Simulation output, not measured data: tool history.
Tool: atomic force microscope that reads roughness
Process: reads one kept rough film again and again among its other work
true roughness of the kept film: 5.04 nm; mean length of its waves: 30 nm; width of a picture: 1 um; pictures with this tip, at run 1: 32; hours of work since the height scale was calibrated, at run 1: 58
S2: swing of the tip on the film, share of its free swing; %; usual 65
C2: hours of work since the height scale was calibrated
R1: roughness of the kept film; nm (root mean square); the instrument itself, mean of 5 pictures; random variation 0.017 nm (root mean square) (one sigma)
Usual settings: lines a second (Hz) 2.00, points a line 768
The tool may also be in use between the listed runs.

run 1 hour=0.0 | lines_a_second_(Hz)=2.00 S2=65 points_a_line=768 | pictures_with_this_tip=32 C2=58 | R1=4.097
run 2 hour=18.5 | lines_a_second_(Hz)=2.00 S2=65 points_a_line=768 | pictures_with_this_tip=67 C2=69 | R1=3.981
run 3 hour=34.3 | lines_a_second_(Hz)=2.00 S2=65 points_a_line=768 | pictures_with_this_tip=97 C2=79 | R1=3.849
run 4 hour=52.0 | lines_a_second_(Hz)=1.65 S2=65 points_a_line=768 | pictures_with_this_tip=130 C2=89 | R1=3.757
run 5 hour=67.3 | lines_a_second_(Hz)=1.65 S2=65 points_a_line=768 | pictures_with_this_tip=159 C2=98 | R1=3.677
run 6 hour=78.5 | lines_a_second_(Hz)=2.00 S2=65 points_a_line=269 | pictures_with_this_tip=181 C2=105 | R1=3.548
run 7 hour=89.9 | lines_a_second_(Hz)=2.00 S2=65 points_a_line=269 | pictures_with_this_tip=202 C2=112 | R1=3.474
run 8 hour=104.9 | lines_a_second_(Hz)=2.00 S2=65 points_a_line=269 | pictures_with_this_tip=231 C2=121 | R1=3.394
run 9 hour=121.9 | lines_a_second_(Hz)=2.00 S2=65 points_a_line=843 | pictures_with_this_tip=263 C2=131 | R1=3.348
run 10 hour=140.4 | lines_a_second_(Hz)=2.00 S2=78 points_a_line=843 | pictures_with_this_tip=298 C2=142 | R1=3.186
run 11 hour=150.9 | lines_a_second_(Hz)=2.00 S2=78 points_a_line=843 | pictures_with_this_tip=318 C2=148 | R1=3.152
-- hour=153.1 new tip fitted
run 12 hour=160.0 | lines_a_second_(Hz)=2.00 S2=78 points_a_line=843 | pictures_with_this_tip=13 C2=153 | R1=4.072
run 13 hour=174.7 | lines_a_second_(Hz)=2.00 S2=65 points_a_line=768 | pictures_with_this_tip=41 C2=162 | R1=4.083
run 14 hour=190.8 | lines_a_second_(Hz)=2.00 S2=65 points_a_line=768 | pictures_with_this_tip=72 C2=171 | R1=3.960
run 15 hour=199.9 | lines_a_second_(Hz)=2.00 S2=65 points_a_line=768 | pictures_with_this_tip=89 C2=177 | R1=3.886
run 16 hour=218.6 | lines_a_second_(Hz)=2.00 S2=65 points_a_line=768 | pictures_with_this_tip=125 C2=188 | R1=3.750
run 17 hour=236.0 | lines_a_second_(Hz)=2.00 S2=65 points_a_line=768 | pictures_with_this_tip=158 C2=198 | R1=3.643
run 18 hour=246.9 | lines_a_second_(Hz)=2.00 S2=88 points_a_line=768 | pictures_with_this_tip=178 C2=205 | R1=3.425
run 19 hour=261.7 | lines_a_second_(Hz)=2.00 S2=88 points_a_line=768 | pictures_with_this_tip=206 C2=213 | R1=3.322
run 20 hour=273.3 | lines_a_second_(Hz)=2.00 S2=88 points_a_line=768 | pictures_with_this_tip=228 C2=220 | R1=3.289
run 21 hour=281.0 | lines_a_second_(Hz)=2.00 S2=65 points_a_line=768 | pictures_with_this_tip=243 C2=225 | R1=3.376
run 22 hour=292.2 | lines_a_second_(Hz)=2.00 S2=65 points_a_line=768 | pictures_with_this_tip=264 C2=232 | R1=3.342
run 23 hour=302.1 | lines_a_second_(Hz)=2.00 S2=65 points_a_line=768 | pictures_with_this_tip=283 C2=237 | R1=3.298
run 24 hour=315.5 | lines_a_second_(Hz)=2.00 S2=65 points_a_line=768 | pictures_with_this_tip=308 C2=245 | R1=3.250
-- hour=322.1 new tip fitted
run 25 hour=328.7 | lines_a_second_(Hz)=2.00 S2=74 points_a_line=768 | pictures_with_this_tip=13 C2=253 | R1=4.106
run 26 hour=342.6 | lines_a_second_(Hz)=2.00 S2=74 points_a_line=325 | pictures_with_this_tip=39 C2=261 | R1=3.996
run 27 hour=351.4 | lines_a_second_(Hz)=2.00 S2=74 points_a_line=325 | pictures_with_this_tip=56 C2=266 | R1=3.938
run 28 hour=361.8 | lines_a_second_(Hz)=2.00 S2=81 points_a_line=867 | pictures_with_this_tip=75 C2=273 | R1=3.837
run 29 hour=371.0 | lines_a_second_(Hz)=1.53 S2=70 points_a_line=419 | pictures_with_this_tip=93 C2=278 | R1=3.859
run 30 hour=387.9 | lines_a_second_(Hz)=1.53 S2=70 points_a_line=419 | pictures_with_this_tip=125 C2=288 | R1=3.745
run 31 hour=399.6 | lines_a_second_(Hz)=2.00 S2=70 points_a_line=781 | pictures_with_this_tip=147 C2=295 | R1=3.689
run 32 hour=412.7 | lines_a_second_(Hz)=2.00 S2=70 points_a_line=781 | pictures_with_this_tip=172 C2=303 | R1=3.611
run 33 hour=421.5 | lines_a_second_(Hz)=3.70 S2=65 points_a_line=768 | pictures_with_this_tip=189 C2=308 | R1=3.496
run 34 hour=434.2 | lines_a_second_(Hz)=1.46 S2=65 points_a_line=442 | pictures_with_this_tip=213 C2=316 | R1=3.504
run 35 hour=443.2 | lines_a_second_(Hz)=1.46 S2=65 points_a_line=442 | pictures_with_this_tip=230 C2=321 | R1=3.442
run 36 hour=452.1 | lines_a_second_(Hz)=1.03 S2=63 points_a_line=444 | pictures_with_this_tip=247 C2=326 | R1=3.407
run 37 hour=461.4 | lines_a_second_(Hz)=1.03 S2=63 points_a_line=444 | pictures_with_this_tip=265 C2=332 | R1=3.346
run 38 hour=479.2 | lines_a_second_(Hz)=1.03 S2=63 points_a_line=444 | pictures_with_this_tip=298 C2=342 | R1=3.295
run 39 hour=489.7 | lines_a_second_(Hz)=1.03 S2=63 points_a_line=444 | pictures_with_this_tip=318 C2=349 | R1=3.243
-- hour=491.3 new tip fitted
run 40 hour=499.5 | lines_a_second_(Hz)=2.00 S2=65 points_a_line=564 | pictures_with_this_tip=16 C2=354 | R1=4.172
run 41 hour=514.2 | lines_a_second_(Hz)=2.68 S2=81 points_a_line=534 | pictures_with_this_tip=44 C2=363 | R1=3.883
run 42 hour=530.4 | lines_a_second_(Hz)=2.96 S2=75 points_a_line=768 | pictures_with_this_tip=74 C2=373 | R1=3.795
run 43 hour=538.2 | lines_a_second_(Hz)=0.99 S2=73 points_a_line=768 | pictures_with_this_tip=89 C2=377 | R1=3.895
run 44 hour=555.4 | lines_a_second_(Hz)=0.99 S2=73 points_a_line=768 | pictures_with_this_tip=122 C2=387 | R1=3.744
run 45 hour=564.7 | lines_a_second_(Hz)=1.18 S2=83 points_a_line=369 | pictures_with_this_tip=140 C2=393 | R1=3.639
run 46 hour=582.8 | lines_a_second_(Hz)=1.03 S2=62 points_a_line=768 | pictures_with_this_tip=174 C2=404 | R1=3.659
run 47 hour=591.0 | lines_a_second_(Hz)=1.03 S2=62 points_a_line=768 | pictures_with_this_tip=189 C2=409 | R1=3.610
run 48 hour=603.0 | lines_a_second_(Hz)=1.58 S2=65 points_a_line=578 | pictures_with_this_tip=212 C2=416 | R1=3.502
run 49 hour=614.7 | lines_a_second_(Hz)=3.54 S2=55 points_a_line=975 | pictures_with_this_tip=234 C2=423 | R1=3.419
run 50 hour=631.7 | lines_a_second_(Hz)=0.54 S2=69 points_a_line=566 | pictures_with_this_tip=267 C2=433 | R1=3.384

Forecast run 51:
run 51 hour=647.4 | lines_a_second_(Hz)=3.30 S2=65 points_a_line=675 | pictures_with_this_tip=296 C2=442 | R1=?

Run 51 gave R1 3.213 nm (root mean square).
Without the tool's hidden state the same run would have given R1 4.194 nm (root mean square).
